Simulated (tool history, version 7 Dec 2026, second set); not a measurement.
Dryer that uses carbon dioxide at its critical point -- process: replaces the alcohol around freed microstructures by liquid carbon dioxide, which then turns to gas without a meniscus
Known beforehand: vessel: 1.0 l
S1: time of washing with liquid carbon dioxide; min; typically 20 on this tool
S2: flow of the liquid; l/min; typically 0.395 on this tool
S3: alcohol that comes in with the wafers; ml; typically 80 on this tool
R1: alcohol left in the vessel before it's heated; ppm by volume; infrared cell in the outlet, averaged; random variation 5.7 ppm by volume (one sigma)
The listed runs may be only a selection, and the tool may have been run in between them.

run	hour	S1	S2	S3	R1
1	0	20	0.395	80	323
2	23.1	20	0.395	80	349
3	55.9	19	0.395	80	469
4	86.1	20	0.449	80	211
5	126.7	29	0.449	80	72
6	160.6	20	0.347	80	840
7	202.3	20	0.395	80	514
8	240.8	20	0.395	55	420
# hour 252.6: inlet filter changed
9	264	20	0.395	80	288
10	292.8	20	0.346	80	532
11	335.4	20	0.346	80	578
12	356.4	20	0.346	80	595
13	377.6	20	0.346	80	616
14	399.5	20	0.395	80	371
15	422.1	20	0.395	80	400
16	451.1	20	0.395	80	425
17	472.5	20	0.395	43	281
18	509.5	20	0.395	43	320
19	546.7	20	0.566	80	167
20	583	20	0.496	80	245
21	622.6	20	0.496	80	267
22	648.2	20	0.496	80	280
# hour 667: inlet filter changed
23	667.9	20	0.496	80	214
24	710.9	20	0.54	33	194
25	754.9	20	0.54	33	206
26	786.6	16	0.436	34	396
27	809.7	14	0.576	106	489
28	832.1	20	0.395	37	341
29	866.8	20	0.302	66	1172
30	899.2	22	0.317	66	734
31	939.4	14	0.317	30	1630

Expected results for the next run?
32	968.4	14	0.317	30	?

R1: 1708 ppm by volume
With the hidden condition absent and the run-to-run variation left alone, this run would have shown R1 1011 ppm by volume.
